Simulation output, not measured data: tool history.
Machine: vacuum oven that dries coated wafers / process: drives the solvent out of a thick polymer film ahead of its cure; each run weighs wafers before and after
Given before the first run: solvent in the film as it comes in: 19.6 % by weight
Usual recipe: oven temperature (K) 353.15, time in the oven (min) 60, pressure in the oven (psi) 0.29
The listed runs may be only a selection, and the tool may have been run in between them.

{"run": 1, "hour": 0.0, "oven temperature (K)": 353.15, "time in the oven (min)": 60, "pressure in the oven (psi)": 0.29, "solvent left in the film (%)": 7.05}
{"run": 2, "hour": 44.4, "oven temperature (K)": 353.15, "time in the oven (min)": 60, "pressure in the oven (psi)": 0.29, "solvent left in the film (%)": 7.06}
{"run": 3, "hour": 73.6, "oven temperature (K)": 353.15, "time in the oven (min)": 60, "pressure in the oven (psi)": 0.252, "solvent left in the film (%)": 6.62}
{"run": 4, "hour": 103.8, "oven temperature (K)": 353.15, "time in the oven (min)": 60, "pressure in the oven (psi)": 0.252, "solvent left in the film (%)": 6.51}
{"run": 5, "hour": 136.5, "oven temperature (K)": 353.15, "time in the oven (min)": 60, "pressure in the oven (psi)": 0.252, "solvent left in the film (%)": 6.66}
{"run": 6, "hour": 184.1, "oven temperature (K)": 353.15, "time in the oven (min)": 60, "pressure in the oven (psi)": 0.252, "solvent left in the film (%)": 6.68}
{"run": 7, "hour": 237.7, "oven temperature (K)": 353.15, "time in the oven (min)": 60, "pressure in the oven (psi)": 0.252, "solvent left in the film (%)": 6.7}
{"run": 8, "hour": 295.2, "oven temperature (K)": 364.15, "time in the oven (min)": 60, "pressure in the oven (psi)": 0.29, "solvent left in the film (%)": 3.95}
{"run": 9, "hour": 336.1, "oven temperature (K)": 353.15, "time in the oven (min)": 60, "pressure in the oven (psi)": 0.29, "solvent left in the film (%)": 6.99}
{"run": 10, "hour": 364.8, "oven temperature (K)": 353.15, "time in the oven (min)": 60, "pressure in the oven (psi)": 0.29, "solvent left in the film (%)": 7.07}
{"run": 11, "hour": 421.5, "oven temperature (K)": 353.15, "time in the oven (min)": 60, "pressure in the oven (psi)": 0.29, "solvent left in the film (%)": 6.98}
{"run": 12, "hour": 479.5, "oven temperature (K)": 353.15, "time in the oven (min)": 60, "pressure in the oven (psi)": 0.29, "solvent left in the film (%)": 7}
{"run": 13, "hour": 519.0, "oven temperature (K)": 353.15, "time in the oven (min)": 60, "pressure in the oven (psi)": 0.29, "solvent left in the film (%)": 7.02}
{"run": 14, "hour": 550.7, "oven temperature (K)": 343.15, "time in the oven (min)": 63, "pressure in the oven (psi)": 0.921, "solvent left in the film (%)": 19.71}
{"hour": 557.1, "done": "vacuum gauge cleaned of residue and calibrated"}
{"run": 15, "hour": 594.6, "oven temperature (K)": 343.15, "time in the oven (min)": 60, "pressure in the oven (psi)": 0.29, "solvent left in the film (%)": 11.2}
{"run": 16, "hour": 643.0, "oven temperature (K)": 343.15, "time in the oven (min)": 60, "pressure in the oven (psi)": 0.29, "solvent left in the film (%)": 11.12}
{"hour": 680.2, "done": "vacuum gauge cleaned of residue and calibrated, once more"}
{"run": 17, "hour": 687.5, "oven temperature (K)": 343.15, "time in the oven (min)": 60, "pressure in the oven (psi)": 0.29, "solvent left in the film (%)": 9.91}
{"run": 18, "hour": 728.3, "oven temperature (K)": 354.15, "time in the oven (min)": 52, "pressure in the oven (psi)": 0.29, "solvent left in the film (%)": 6.64}
{"run": 19, "hour": 778.6, "oven temperature (K)": 354.15, "time in the oven (min)": 52, "pressure in the oven (psi)": 0.29, "solvent left in the film (%)": 6.67}
{"run": 20, "hour": 805.8, "oven temperature (K)": 339.15, "time in the oven (min)": 95, "pressure in the oven (psi)": 0.29, "solvent left in the film (%)": 9.74}
{"run": 21, "hour": 863.6, "oven temperature (K)": 339.15, "time in the oven (min)": 95, "pressure in the oven (psi)": 0.29, "solvent left in the film (%)": 9.65}
{"run": 22, "hour": 897.5, "oven temperature (K)": 339.15, "time in the oven (min)": 95, "pressure in the oven (psi)": 0.29, "solvent left in the film (%)": 9.71}
{"run": 23, "hour": 942.5, "oven temperature (K)": 353.15, "time in the oven (min)": 79, "pressure in the oven (psi)": 0.838, "solvent left in the film (%)": 12.45}
{"run": 24, "hour": 1001.4, "oven temperature (K)": 350.15, "time in the oven (min)": 79, "pressure in the oven (psi)": 0.167, "solvent left in the film (%)": 4.57}
{"run": 25, "hour": 1040.2, "oven temperature (K)": 342.15, "time in the oven (min)": 48, "pressure in the oven (psi)": 0.255, "solvent left in the film (%)": 10.59}

Each row is a separate what-if for the run after 25, all from the same tool condition, not one after another. Results?
{"run": "A", "hour": 1064.3, "oven temperature (K)": 368.15, "time in the oven (min)": 105, "pressure in the oven (psi)": 0.29, "solvent left in the film (%)": "?"}
{"run": "B", "hour": 1064.3, "oven temperature (K)": 355.15, "time in the oven (min)": 48, "pressure in the oven (psi)": 0.255, "solvent left in the film (%)": "?"}
{"run": "C", "hour": 1064.3, "oven temperature (K)": 359.15, "time in the oven (min)": 84, "pressure in the oven (psi)": 0.255, "solvent left in the film (%)": "?"}

run=A solvent_left_in_the_film_(%)=2.4
run=B solvent_left_in_the_film_(%)=6.3
run=C solvent_left_in_the_film_(%)=3.5
Without the tool's hidden state the same runs would have given:
run=A solvent_left_in_the_film_(%)=2.46
run=B solvent_left_in_the_film_(%)=6.61
run=C solvent_left_in_the_film_(%)=3.66
